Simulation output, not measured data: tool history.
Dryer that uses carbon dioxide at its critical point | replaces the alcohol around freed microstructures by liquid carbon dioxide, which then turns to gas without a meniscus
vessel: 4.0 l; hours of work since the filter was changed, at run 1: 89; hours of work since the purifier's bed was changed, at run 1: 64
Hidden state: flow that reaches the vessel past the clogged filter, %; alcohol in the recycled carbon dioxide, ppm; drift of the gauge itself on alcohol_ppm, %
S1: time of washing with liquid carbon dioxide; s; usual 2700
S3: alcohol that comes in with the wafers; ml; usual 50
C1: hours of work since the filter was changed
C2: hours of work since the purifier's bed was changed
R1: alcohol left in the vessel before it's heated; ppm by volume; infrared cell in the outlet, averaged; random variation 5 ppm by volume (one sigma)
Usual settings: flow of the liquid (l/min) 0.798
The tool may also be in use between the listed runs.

Run 1, hour 0: usual settings; C1 89; C2 64. Result: R1 40 ppm by volume.
Run 2, hour 7.6: usual settings but S3 45 ml; C1 92; C2 67. Result: R1 30 ppm by volume.
Run 3, hour 16.7: usual settings but S3 45 ml; C1 95; C2 71. Result: R1 34 ppm by volume.
Run 4, hour 21.5: usual settings but flow of the liquid (l/min) 1.205, S3 45 ml; C1 97; C2 73. Result: R1 28 ppm by volume.
Run 5, hour 29.7: usual settings but flow of the liquid (l/min) 1.205, S3 45 ml; C1 100; C2 76. Result: R1 28 ppm by volume.
Run 6, hour 37.9: usual settings but S3 64 ml; C1 103; C2 79. Result: R1 46 ppm by volume.
Run 7, hour 42.6: usual settings but S3 45 ml; C1 105; C2 81. Result: R1 27 ppm by volume.
Run 8, hour 47.7: usual settings but S3 30 ml; C1 107; C2 82. Result: R1 40 ppm by volume.
Run 9, hour 54.9: usual settings but S3 30 ml; C1 110; C2 85. Result: R1 36 ppm by volume.
Run 10, hour 64: usual settings but S3 30 ml; C1 113; C2 89. Result: R1 32 ppm by volume.
Run 11, hour 72.4: usual settings; C1 116; C2 92. Result: R1 30 ppm by volume.
Run 12, hour 78.3: usual settings but S1 1680 s; C1 118; C2 94. Result: R1 150 ppm by volume.
Run 13, hour 88: usual settings but S1 2760 s; C1 122; C2 98. Result: R1 42 ppm by volume.
Run 14, hour 97.8: usual settings but S1 2760 s; C1 126; C2 102. Result: R1 42 ppm by volume.
Run 15, hour 102.4: usual settings but S1 2760 s; C1 128; C2 103. Result: R1 42 ppm by volume.
Run 16, hour 110.8: usual settings but S1 3360 s, flow of the liquid (l/min) 1.211, S3 31 ml; C1 131; C2 106. Result: R1 31 ppm by volume.
Run 17, hour 115.2: usual settings but S1 3000 s, flow of the liquid (l/min) 0.903, S3 41 ml; C1 132; C2 108. Result: R1 45 ppm by volume.
Run 18, hour 119.7: usual settings but S3 21 ml; C1 134; C2 110. Result: R1 42 ppm by volume.
Run 19, hour 127.1: usual settings but S1 3660 s, flow of the liquid (l/min) 0.666, S3 48 ml; C1 137; C2 113. Result: R1 53 ppm by volume.
Run 20, hour 136.6: usual settings but S1 3960 s; C1 141; C2 116. Result: R1 43 ppm by volume.
Run 21, hour 143: usual settings but S1 3060 s, flow of the liquid (l/min) 0.807, S3 35 ml; C1 143; C2 119. Result: R1 47 ppm by volume.
Run 22, hour 149.7: usual settings but S1 3060 s, flow of the liquid (l/min) 0.546, S3 35 ml; C1 146; C2 121. Result: R1 66 ppm by volume.
Run 23, hour 155.8: usual settings but S1 3060 s, S3 68 ml; C1 148; C2 124. Result: R1 61 ppm by volume.
Run 24, hour 163.9: usual settings but flow of the liquid (l/min) 1.213, S3 118 ml; C1 151; C2 127. Result: R1 40 ppm by volume.
Run 25, hour 168.7: usual settings but flow of the liquid (l/min) 1.213, S3 118 ml; C1 153; C2 129. Result: R1 50 ppm by volume.

Forecast each of these 3 alternatives for the next run:
Run A, hour 178.4: usual settings but S3 27 ml; C1 157; C2 132. Result: R1 ?.
Run B, hour 178.4: usual settings but S1 2760 s, flow of the liquid (l/min) 1.213, S3 118 ml; C1 157; C2 132. Result: R1 ?.
Run C, hour 178.4: usual settings but flow of the liquid (l/min) 0.9, S3 118 ml; C1 157; C2 132. Result: R1 ?.

run  R1
  A  48
  B  58
  C  45
Without the tool's hidden state the same runs would have given:
run  R1
  A   8
  B  17
  C   4
